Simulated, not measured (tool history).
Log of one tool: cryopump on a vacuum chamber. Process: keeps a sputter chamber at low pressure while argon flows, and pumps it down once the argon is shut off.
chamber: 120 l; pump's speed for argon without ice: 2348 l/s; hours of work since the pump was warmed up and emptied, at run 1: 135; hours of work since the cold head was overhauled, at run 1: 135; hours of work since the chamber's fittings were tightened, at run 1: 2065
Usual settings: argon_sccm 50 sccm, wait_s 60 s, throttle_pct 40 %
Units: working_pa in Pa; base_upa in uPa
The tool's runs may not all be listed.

run	hour	argon_sccm	wait_s	throttle_pct	hours of work since the pump was warmed up and emptied	hours of work since the cold head was overhauled	hours of work since the chamber's fittings were tightened	working_pa	base_upa
1	0	50	60	40	135	135	2065	0.0925	1
2	29.5	50	92	40	154	154	2084	0.093	0.8
3	57.1	50	92	40	172	172	2101	0.0944	0.78
4	80.3	50	60	40	187	187	2116	0.0945	1.06
5	108.6	50	60	18	205	205	2134	0.2046	1.04
6	130.5	50	60	18	219	219	2148	0.2051	1.05
7	157.9	50	60	18	236	236	2166	0.205	1.03
8	173.4	50	50	40	246	246	2176	0.0966	1.18
9	188	35	60	40	256	256	2185	0.0669	1.04
10	209.4	35	60	40	269	269	2199	0.0675	1.1
11	230.5	35	60	40	283	283	2212	0.0684	1.05
12	257.5	74	60	40	300	300	2230	0.1427	1.07
13	273.5	55	60	40	310	310	2240	0.1075	1.02
14	291.4	55	60	40	322	322	2252	0.107	1.08
15	310.3	50	60	40	334	334	2264	0.0985	1.12
16	324.7	27	60	40	343	343	2273	0.0525	1.08
17	339.4	27	60	40	353	353	2282	0.0548	1.05
# hour 356: leaking fittings of the chamber tightened, without venting
18	369.1	37	244	42	370	370	8	0.0704	0.35
19	391.1	22	79	45	384	384	22	0.0397	0.68

Run 20 comes next. What will it give?
20	419.1	50	219	52	402	402	40	?	?

{"run 20": {"working_pa": 0.0794, "base_upa": 0.37}}
Without the tool's hidden state the same run would have given working_pa 0.069 Pa, base_upa 0.31 uPa.

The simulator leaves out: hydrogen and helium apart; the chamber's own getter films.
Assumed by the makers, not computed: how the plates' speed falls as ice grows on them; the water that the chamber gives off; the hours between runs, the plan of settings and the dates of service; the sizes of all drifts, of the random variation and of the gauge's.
